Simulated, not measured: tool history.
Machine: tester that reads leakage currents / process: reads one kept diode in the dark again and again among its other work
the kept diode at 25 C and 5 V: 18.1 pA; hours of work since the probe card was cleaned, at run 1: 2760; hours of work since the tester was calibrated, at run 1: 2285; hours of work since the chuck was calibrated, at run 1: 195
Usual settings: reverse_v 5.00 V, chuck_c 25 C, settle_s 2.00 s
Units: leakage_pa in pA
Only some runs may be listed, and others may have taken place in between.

| run | hour | reverse_v | chuck_c | settle_s | hours of work since the probe card was cleaned | hours of work since the tester was calibrated | hours of work since the chuck was calibrated | leakage_pa |
|---|---|---|---|---|---|---|---|---|
| 1 | 0.0 | 5.00 | 25 | 2.00 | 2760 | 2285 | 195 | 23.97 |
| 2 | 99.2 | 5.00 | 25 | 2.00 | 2811 | 2336 | 246 | 24.18 |
| 3 | 158.6 | 5.00 | 25 | 2.00 | 2841 | 2366 | 277 | 24.12 |
| 4 | 238.7 | 5.00 | 25 | 1.36 | 2882 | 2407 | 318 | 24.13 |
| 5 | 334.3 | 11.95 | 25 | 2.00 | 2932 | 2457 | 367 | 43.68 |
| 6 | 430.7 | 11.95 | 39 | 2.00 | 2981 | 2506 | 417 | 102.05 |
| 7 | 556.6 | 5.00 | 25 | 2.00 | 3046 | 2571 | 481 | 23.94 |
| 8 | 651.5 | 5.00 | 25 | 2.00 | 3095 | 2620 | 530 | 24.00 |
| 9 | 750.5 | 5.00 | 25 | 2.00 | 3146 | 2671 | 581 | 24.19 |
| 10 | 847.8 | 5.00 | 25 | 2.00 | 3196 | 2721 | 631 | 23.98 |
| 11 | 920.6 | 5.00 | 25 | 2.00 | 3233 | 2758 | 669 | 24.14 |
| 12 | 1053.0 | 5.00 | 25 | 2.00 | 3301 | 2826 | 737 | 24.08 |
| 13 | 1139.7 | 5.00 | 25 | 2.00 | 3346 | 2871 | 781 | 24.19 |
|  | 1265.9 | chuck's temperature calibrated |
| 14 | 1285.1 | 5.00 | 25 | 2.00 | 3420 | 2945 | 10 | 22.83 |
| 15 | 1406.3 | 5.00 | 25 | 2.00 | 3482 | 3007 | 72 | 22.90 |
| 16 | 1519.7 | 5.00 | 25 | 2.00 | 3540 | 3065 | 131 | 22.82 |
| 17 | 1614.8 | 5.00 | 25 | 2.00 | 3589 | 3114 | 180 | 22.90 |
|  | 1655.0 | probe card cleaned and baked |
| 18 | 1677.6 | 3.14 | 25 | 2.00 | 12 | 3145 | 210 | 11.34 |
| 19 | 1822.3 | 3.14 | 43 | 2.00 | 86 | 3220 | 285 | 50.45 |
|  | 1902.2 | chuck's temperature calibrated, once more |
| 20 | 1907.3 | 5.00 | 25 | 2.00 | 129 | 3262 | 3 | 18.26 |
| 21 | 2008.6 | 8.88 | 44 | 2.00 | 181 | 3314 | 55 | 114.26 |
| 22 | 2077.6 | 5.90 | 25 | 2.00 | 216 | 3350 | 90 | 19.93 |
| 23 | 2154.2 | 5.90 | 25 | 2.00 | 256 | 3389 | 130 | 19.89 |
| 24 | 2284.1 | 5.00 | 25 | 2.40 | 323 | 3456 | 196 | 18.17 |
| 25 | 2406.8 | 1.94 | 52 | 0.84 | 386 | 3519 | 260 | 94.08 |
| 26 | 2470.3 | 1.27 | 54 | 0.31 | 418 | 3552 | 292 | 86.88 |
| 27 | 2562.3 | 1.27 | 54 | 0.31 | 466 | 3599 | 340 | 86.73 |
| 28 | 2673.9 | 5.43 | 25 | 0.30 | 523 | 3657 | 397 | 19.95 |
| 29 | 2748.8 | 5.43 | 25 | 3.71 | 562 | 3695 | 436 | 18.95 |
| 30 | 2819.6 | 5.79 | 25 | 0.37 | 598 | 3732 | 472 | 20.54 |
| 31 | 2964.1 | 1.65 | 24 | 0.37 | 672 | 3806 | 546 | 9.30 |
| 32 | 3040.6 | 3.62 | 25 | 5.21 | 712 | 3845 | 586 | 15.12 |
| 33 | 3109.6 | 7.54 | 45 | 5.21 | 747 | 3881 | 621 | 107.82 |
| 34 | 3224.2 | 5.00 | 36 | 4.58 | 806 | 3940 | 680 | 43.08 |
| 35 | 3284.9 | 5.00 | 48 | 5.18 | 837 | 3971 | 711 | 108.89 |
| 36 | 3374.6 | 8.89 | 26 | 2.45 | 884 | 4017 | 757 | 27.35 |
| 37 | 3482.0 | 8.08 | 35 | 2.00 | 939 | 4072 | 813 | 51.58 |
|  | 3550.9 | chuck's temperature calibrated |
|  | 3611.0 | tester calibrated |
| 38 | 3611.0 | 8.08 | 35 | 2.00 | 1003 | 0 | 30 | 57.03 |
| 39 | 3746.7 | 1.66 | 31 | 0.65 | 1073 | 70 | 100 | 17.88 |
| 40 | 3833.4 | 1.42 | 38 | 0.72 | 1118 | 114 | 144 | 28.34 |

Each row is a separate what-if for the run after 40, all from the same tool condition, not one after another. Results?
| A | 3919.9 | 6.71 | 38 | 2.69 | 1162 | 159 | 189 | ? |
| B | 3919.9 | 2.64 | 23 | 3.02 | 1162 | 159 | 189 | ? |
| C | 3919.9 | 5.00 | 46 | 1.53 | 1162 | 159 | 189 | ? |

| run | leakage_pa |
|---|---|
| A | 64.56 |
| B | 12.09 |
| C | 100.30 |
Take away the tool's hidden state, keep each run's random variation, and the runs would have read:
| run | leakage_pa |
|---|---|
| A | 63.10 |
| B | 11.05 |
| C | 101.05 |
